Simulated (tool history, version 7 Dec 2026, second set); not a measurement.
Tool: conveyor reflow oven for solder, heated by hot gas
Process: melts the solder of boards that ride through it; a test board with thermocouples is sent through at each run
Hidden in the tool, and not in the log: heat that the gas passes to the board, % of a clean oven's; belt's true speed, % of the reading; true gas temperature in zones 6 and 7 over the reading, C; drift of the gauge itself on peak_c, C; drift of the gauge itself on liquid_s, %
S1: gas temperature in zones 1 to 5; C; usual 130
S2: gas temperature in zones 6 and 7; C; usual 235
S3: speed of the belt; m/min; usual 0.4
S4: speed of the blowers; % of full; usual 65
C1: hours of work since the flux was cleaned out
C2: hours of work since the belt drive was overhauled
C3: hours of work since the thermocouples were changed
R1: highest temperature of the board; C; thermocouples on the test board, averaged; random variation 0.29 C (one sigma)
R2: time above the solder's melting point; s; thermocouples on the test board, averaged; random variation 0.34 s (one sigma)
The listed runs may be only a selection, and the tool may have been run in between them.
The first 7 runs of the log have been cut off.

run 8 day=7.421 | S1=130 S2=235 S3=0.4 S4=65 | C1=24 C2=639 C3=230 | R1=214.3 R2=61.2
run 9 day=8.175 | S1=130 S2=235 S3=0.4 S4=87 | C1=35 C2=650 C3=241 | R1=219.1 R2=66.5
run 10 day=8.883 | S1=130 S2=235 S3=0.424 S4=65 | C1=46 C2=660 C3=251 | R1=212.2 R2=54.7
run 11 day=10.017 | S1=130 S2=235 S3=0.4 S4=65 | C1=62 C2=677 C3=268 | R1=214.3 R2=61.1
run 12 day=11.104 | S1=130 S2=235 S3=0.4 S4=65 | C1=78 C2=693 C3=283 | R1=213.8 R2=61.2
run 13 day=11.717 | S1=130 S2=235 S3=0.4 S4=65 | C1=87 C2=701 C3=292 | R1=215 R2=60.7
run 14 day=12.308 | S1=129 S2=235 S3=0.4 S4=65 | C1=95 C2=710 C3=301 | R1=214.7 R2=59.9
run 15 day=13.533 | S1=129 S2=235 S3=0.4 S4=65 | C1=113 C2=728 C3=318 | R1=214.2 R2=60.1
run 16 day=14.292 | S1=129 S2=235 S3=0.4 S4=65 | C1=124 C2=739 C3=329 | R1=214 R2=60.2
run 17 day=15.046 | S1=129 S2=235 S3=0.4 S4=65 | C1=135 C2=750 C3=340 | R1=214.5 R2=59.9
run 18 day=15.638 | S1=125 S2=241 S3=0.4 S4=65 | C1=144 C2=758 C3=349 | R1=218.9 R2=62.8
run 19 day=17.025 | S1=130 S2=233 S3=0.4 S4=60 | C1=164 C2=778 C3=369 | R1=210.9 R2=57.1

Expected results for the next run?
run 20 day=17.75 | S1=130 S2=233 S3=0.4 S4=60 | C1=174 C2=789 C3=380 | R1=? R2=?

For run 20 the tool returned R1 211.4 C, R2 57.2 s.
If the tool had no hidden condition, the same run with the same run-to-run variation would have returned R1 211.4 C, R2 57.3 s.
